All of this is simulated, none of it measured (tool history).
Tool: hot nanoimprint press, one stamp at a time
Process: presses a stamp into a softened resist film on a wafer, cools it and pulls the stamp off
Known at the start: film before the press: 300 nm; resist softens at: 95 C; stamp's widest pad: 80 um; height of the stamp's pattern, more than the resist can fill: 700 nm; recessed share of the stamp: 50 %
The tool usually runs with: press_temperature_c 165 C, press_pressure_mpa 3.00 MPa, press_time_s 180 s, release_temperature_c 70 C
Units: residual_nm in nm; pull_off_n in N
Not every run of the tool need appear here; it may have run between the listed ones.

| run | day | press_temperature_c | press_pressure_mpa | press_time_s | release_temperature_c | residual_nm | pull_off_n |
|---|---|---|---|---|---|---|---|
| 1 | 0.000 | 165 | 3.00 | 180 | 70 | 155.4 | 215 |
|  | 0.567 | stamp cleaned and given a new release coat |
| 2 | 0.642 | 165 | 3.00 | 182 | 70 | 155.3 | 150 |
| 3 | 1.433 | 165 | 3.00 | 180 | 70 | 153.4 | 151 |
| 4 | 2.121 | 165 | 3.00 | 114 | 70 | 179.3 | 150 |
| 5 | 2.792 | 165 | 3.00 | 114 | 70 | 181.0 | 153 |
| 6 | 3.112 | 165 | 3.00 | 180 | 70 | 155.5 | 154 |
| 7 | 3.725 | 165 | 3.00 | 180 | 70 | 154.0 | 161 |
| 8 | 4.496 | 165 | 3.00 | 180 | 70 | 155.4 | 161 |
| 9 | 5.242 | 165 | 3.00 | 180 | 70 | 155.9 | 164 |
| 10 | 5.942 | 165 | 3.00 | 180 | 70 | 155.2 | 163 |
|  | 6.121 | plate thermocouple calibrated |
| 11 | 6.704 | 165 | 3.00 | 180 | 70 | 158.9 | 162 |
| 12 | 7.204 | 165 | 3.00 | 180 | 70 | 158.4 | 171 |
|  | 7.883 | plate thermocouple calibrated, once more |
| 13 | 8.038 | 165 | 3.00 | 180 | 70 | 150.2 | 169 |
| 14 | 8.588 | 165 | 3.00 | 180 | 70 | 150.6 | 167 |
| 15 | 9.029 | 165 | 3.00 | 180 | 70 | 150.5 | 175 |
| 16 | 9.479 | 165 | 3.00 | 120 | 74 | 172.5 | 147 |
| 17 | 10.092 | 164 | 1.95 | 120 | 74 | 208.4 | 153 |
| 18 | 10.821 | 164 | 1.95 | 120 | 74 | 208.2 | 150 |
| 19 | 11.275 | 159 | 2.60 | 180 | 70 | 201.2 | 172 |
| 20 | 12.050 | 159 | 2.60 | 180 | 70 | 201.5 | 178 |
| 21 | 12.521 | 157 | 2.60 | 180 | 70 | 213.3 | 181 |
| 22 | 12.958 | 157 | 2.38 | 180 | 70 | 220.3 | 176 |
| 23 | 13.421 | 165 | 2.88 | 180 | 70 | 156.0 | 180 |
| 24 | 14.042 | 165 | 2.88 | 180 | 70 | 155.8 | 181 |
| 25 | 14.746 | 165 | 4.30 | 180 | 75 | 129.0 | 150 |
| 26 | 15.067 | 165 | 4.30 | 180 | 75 | 130.0 | 156 |
| 27 | 15.575 | 158 | 3.56 | 162 | 71 | 189.5 | 175 |
| 28 | 16.362 | 158 | 3.56 | 162 | 71 | 191.0 | 191 |
| 29 | 16.746 | 170 | 2.75 | 98 | 69 | 160.3 | 199 |

Alternative continuations, all from the tool just after run 29; predict every row:
| A | 17.154 | 170 | 3.04 | 98 | 69 | ? | ? |
| B | 17.154 | 170 | 2.82 | 98 | 69 | ? | ? |
| C | 17.154 | 165 | 3.00 | 210 | 70 | ? | ? |
| D | 17.154 | 154 | 2.75 | 98 | 69 | ? | ? |

| run | residual_nm | pull_off_n |
|---|---|---|
| A | 155.4 | 191 |
| B | 159.2 | 193 |
| C | 146.2 | 184 |
| D | 254.3 | 202 |
With no hidden state in the tool, these same runs would have given:
| run | residual_nm | pull_off_n |
|---|---|---|
| A | 152.1 | 148 |
| B | 156.1 | 150 |
| C | 142.9 | 142 |
| D | 252.0 | 158 |
